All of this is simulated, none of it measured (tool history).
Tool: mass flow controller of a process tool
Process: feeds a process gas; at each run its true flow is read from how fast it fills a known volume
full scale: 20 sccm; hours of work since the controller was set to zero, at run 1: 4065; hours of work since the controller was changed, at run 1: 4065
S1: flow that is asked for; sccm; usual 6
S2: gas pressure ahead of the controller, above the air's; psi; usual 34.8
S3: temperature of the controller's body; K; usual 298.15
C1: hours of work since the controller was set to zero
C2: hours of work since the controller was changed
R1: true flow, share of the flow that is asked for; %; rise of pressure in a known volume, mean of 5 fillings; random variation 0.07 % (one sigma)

run    hour  S1    S2      S3    C1    C2      R1
  1     0.0   6  34.8  298.15  4065  4065   99.01
  2   164.8   6  34.8  298.15  4175  4175   98.98
  3   289.4   6  34.8  298.15  4258  4258   98.96
  4   455.2   6  34.8  298.15  4368  4368   98.94
  5   713.9   6  34.8  298.15  4540  4540   98.97
  6   939.9   6  34.8  298.15  4690  4690   99.10
  7  1064.7   6  34.8  298.15  4773  4773   99.01
  8  1281.7   6  34.8  298.15  4918  4918   99.11
  9  1449.9   6  34.8  298.15  5030  5030   99.02
 10  1665.6   6  34.8  298.15  5173  5173   99.09
 11  1892.5   6  34.8  298.15  5324  5324   98.86
 12  2038.6   6  34.8  298.15  5421  5421   98.91
 13  2191.9   9  34.8  298.15  5523  5523   99.16
 14  2415.4   9  34.8  298.15  5672  5672   99.21
 15  2606.6  16  34.8  298.15  5799  5799   99.56
     2857.6  -- controller's zero set anew
 16  2879.4  16  34.8  298.15    14  5980   99.57
 17  3000.4   3  34.8  298.15    95  6061   98.87
 18  3248.5   3  34.8  298.15   260  6226   98.83
 19  3361.5   3  34.8  298.15   335  6301   98.92
 20  3604.6   3  34.8  298.15   497  6462   98.71
 21  3758.4   6  34.8  298.15   599  6565   99.02
 22  3969.1   6  34.8  298.15   739  6705   98.92
 23  4088.8  16  30.5  301.15   819  6785   99.47
 24  4203.1   4  37.4  302.15   895  6861   98.44
 25  4420.7  10  34.8  298.15  1040  7005   99.22
 26  4558.5   7  34.8  309.15  1131  7097   98.02
 27  4754.4   7  34.8  309.15  1262  7227   98.00
 28  5021.5  15  32.6  295.15  1439  7405   99.76
 29  5148.2   3  34.8  305.15  1524  7489   98.14
 30  5360.4   3  28.9  298.15  1665  7630   98.76
 31  5591.7   3  28.9  298.15  1819  7784   99.06
 32  5716.9   3  28.9  298.15  1902  7867   98.81
 33  5846.0  11  31.2  299.15  1988  7953   99.39
 34  6063.4  10  20.6  298.15  2132  8098   99.72
 35  6240.8  16  20.6  310.15  2250  8216   98.78
 36  6462.5  16  20.6  310.15  2398  8363   98.98
 37  6667.4   2  26.0  295.15  2534  8500   99.21
 38  6808.3  14  39.6  298.15  2628  8593   99.34
 39  7041.0  14  21.5  295.15  2783  8748  100.22
 40  7185.4   6  30.6  298.15  2879  8844   98.99
 41  7383.1   7  21.8  298.15  3010  8976   99.37
 42  7557.1   7  21.8  298.15  3126  9091   99.47
 43  7726.8   7  21.8  298.15  3239  9204   99.46
 44  7938.7  15  21.2  298.15  3380  9345   99.94

3 ways to go on from here, each from the tool as it stands after run 44. What would each give?
  A  8149.6  15  28.0  307.15  3520  9486   ?
  B  8149.6   6  34.8  303.15  3520  9486   ?
  C  8149.6   4  21.2  298.15  3520  9486   ?

run     R1
  A  98.89
  B  98.36
  C  99.21
Without the tool's hidden state the same runs would have given:
run     R1
  A  98.89
  B  98.37
  C  99.23

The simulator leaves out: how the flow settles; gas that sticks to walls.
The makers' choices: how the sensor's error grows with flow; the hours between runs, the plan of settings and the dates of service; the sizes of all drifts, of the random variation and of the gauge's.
